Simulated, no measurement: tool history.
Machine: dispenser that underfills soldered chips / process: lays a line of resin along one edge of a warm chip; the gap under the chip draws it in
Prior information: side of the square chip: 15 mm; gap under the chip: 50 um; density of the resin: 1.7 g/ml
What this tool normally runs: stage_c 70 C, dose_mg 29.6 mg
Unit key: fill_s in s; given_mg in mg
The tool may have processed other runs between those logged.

run	hour	stage_c	dose_mg	fill_s	given_mg
1	0.0	70	29.6	61.4	27.71
# hour 9.8: new syringe of resin
2	10.5	70	29.6	47.7	27.16
# hour 24.6: new syringe of resin
3	25.4	70	29.6	46.9	27.07
4	34.3	70	29.6	82.8	26.74
# hour 39.4: new syringe of resin
5	44.7	70	29.6	63.1	26.64
# hour 53.6: new syringe of resin
6	61.1	70	29.6	71.1	26.41
# hour 67.8: new syringe of resin
7	77.4	70	28.2	83.4	24.50
# hour 82.3: new syringe of resin
# hour 86.9: dispensing valve cleaned and set on the balance
8	89.0	70	28.2	62.7	28.18
# hour 97.4: new syringe of resin
9	102.6	82	32.8	35.0	32.27
# hour 112.0: new syringe of resin
10	112.0	73	35.6	37.6	34.89
# hour 126.1: new syringe of resin
11	128.6	68	27.0	59.5	25.99
12	139.3	70	30.1	102.6	28.75
# hour 141.1: new syringe of resin
13	149.6	67	33.5	85.7	31.99
# hour 155.9: new syringe of resin
14	159.4	66	25.5	70.9	24.05
15	168.3	66	35.6	115.2	33.47
# hour 170.1: new syringe of resin
# hour 185.2: new syringe of resin
16	186.6	66	35.6	57.5	33.14

Predict each of these 3 candidate next runs independently; none follows another, all start after run 16:
A	198.9	63	31.3	?	?
B	198.9	70	30.3	?	?
C	198.9	84	25.3	?	?

run	fill_s	given_mg
A	146.1	28.83
B	102.3	27.77
C	58.1	23.26
Had the tool no hidden state, the same runs would have come out as:
run	fill_s	given_mg
A	62.8	31.44
B	43.8	30.29
C	24.3	25.36

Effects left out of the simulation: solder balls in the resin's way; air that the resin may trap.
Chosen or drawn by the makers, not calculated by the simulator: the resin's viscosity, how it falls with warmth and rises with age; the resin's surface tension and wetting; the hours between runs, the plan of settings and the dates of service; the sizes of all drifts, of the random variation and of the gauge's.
